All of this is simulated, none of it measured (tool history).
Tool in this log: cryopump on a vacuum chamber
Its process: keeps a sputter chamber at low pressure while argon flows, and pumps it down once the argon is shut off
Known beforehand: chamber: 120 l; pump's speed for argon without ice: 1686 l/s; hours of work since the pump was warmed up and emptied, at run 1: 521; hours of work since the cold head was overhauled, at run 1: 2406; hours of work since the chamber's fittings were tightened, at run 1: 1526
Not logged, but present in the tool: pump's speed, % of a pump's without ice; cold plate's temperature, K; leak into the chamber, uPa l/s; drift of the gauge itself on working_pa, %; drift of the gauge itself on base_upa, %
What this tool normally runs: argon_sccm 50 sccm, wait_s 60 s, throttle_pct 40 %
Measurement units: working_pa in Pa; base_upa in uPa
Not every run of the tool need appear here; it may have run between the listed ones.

| run | hour | argon_sccm | wait_s | throttle_pct | hours of work since the pump was warmed up and emptied | hours of work since the cold head was overhauled | hours of work since the chamber's fittings were tightened | working_pa | base_upa |
|---|---|---|---|---|---|---|---|---|---|
| 1 | 0.0 | 50 | 60 | 40 | 521 | 2406 | 1526 | 0.1357 | 2.99 |
| 2 | 113.3 | 50 | 60 | 40 | 586 | 2471 | 1591 | 0.1373 | 3.07 |
| 3 | 219.9 | 50 | 60 | 40 | 647 | 2532 | 1652 | 0.1380 | 3.18 |
| 4 | 287.8 | 50 | 60 | 40 | 686 | 2571 | 1691 | 0.1388 | 3.38 |
| 5 | 349.5 | 50 | 60 | 40 | 722 | 2606 | 1727 | 0.1411 | 3.40 |
| 6 | 401.0 | 50 | 60 | 40 | 751 | 2636 | 1756 | 0.1429 | 3.40 |
| 7 | 514.7 | 50 | 60 | 16 | 817 | 2701 | 1821 | 0.3322 | 3.56 |
| 8 | 565.2 | 50 | 60 | 16 | 846 | 2730 | 1850 | 0.3310 | 3.69 |
|  | 592.7 | leaking fittings of the chamber tightened, without venting |
|  | 650.3 | pump warmed up, emptied and cooled again |
| 9 | 650.3 | 50 | 152 | 16 | 0 | 2775 | 30 | 0.3149 | 0.68 |
| 10 | 720.2 | 50 | 152 | 16 | 40 | 2815 | 70 | 0.3125 | 0.76 |
| 11 | 809.0 | 50 | 60 | 40 | 91 | 2866 | 121 | 0.1285 | 1.47 |
| 12 | 912.1 | 50 | 220 | 24 | 150 | 2925 | 181 | 0.2142 | 0.72 |
| 13 | 1008.2 | 50 | 141 | 24 | 206 | 2980 | 236 | 0.2141 | 0.97 |
| 14 | 1061.1 | 50 | 141 | 31 | 236 | 3011 | 266 | 0.1668 | 0.98 |
| 15 | 1117.7 | 50 | 141 | 31 | 268 | 3043 | 299 | 0.1676 | 1.04 |
| 16 | 1234.8 | 50 | 141 | 31 | 336 | 3111 | 366 | 0.1702 | 1.14 |
| 17 | 1351.9 | 47 | 260 | 31 | 403 | 3178 | 433 | 0.1606 | 0.99 |
| 18 | 1409.9 | 47 | 21 | 21 | 436 | 3211 | 466 | 0.2348 | 3.97 |
| 19 | 1460.9 | 88 | 62 | 26 | 465 | 3240 | 496 | 0.3557 | 1.96 |
| 20 | 1533.9 | 25 | 196 | 16 | 507 | 3282 | 538 | 0.1625 | 1.21 |
| 21 | 1643.5 | 44 | 141 | 28 | 570 | 3345 | 600 | 0.1680 | 1.43 |

Measured result minus the same run's result without the hidden state. Both carry the same run-to-run variation, though not necessarily the same gauge scatter:
| run | working_pa | base_upa |
|---|---|---|
| 1 | +0.0107 | +1.68 |
| 2 | +0.0123 | +1.79 |
| 3 | +0.0137 | +1.90 |
| 4 | +0.0145 | +2.05 |
| 5 | +0.0156 | +2.09 |
| 6 | +0.0166 | +2.08 |
| 7 | +0.0183 | +2.27 |
| 8 | +0.0191 | +2.38 |
| 9 | +0.0014 | +0.08 |
| 10 | +0.0021 | +0.12 |
| 11 | +0.0029 | +0.18 |
| 12 | +0.0040 | +0.25 |
| 13 | +0.0050 | +0.31 |
| 14 | +0.0056 | +0.35 |
| 15 | +0.0062 | +0.39 |
| 16 | +0.0077 | +0.47 |
| 17 | +0.0085 | +0.55 |
| 18 | +0.0091 | +0.59 |
| 19 | +0.0182 | +0.64 |
| 20 | +0.0057 | +0.67 |
| 21 | +0.0112 | +0.76 |

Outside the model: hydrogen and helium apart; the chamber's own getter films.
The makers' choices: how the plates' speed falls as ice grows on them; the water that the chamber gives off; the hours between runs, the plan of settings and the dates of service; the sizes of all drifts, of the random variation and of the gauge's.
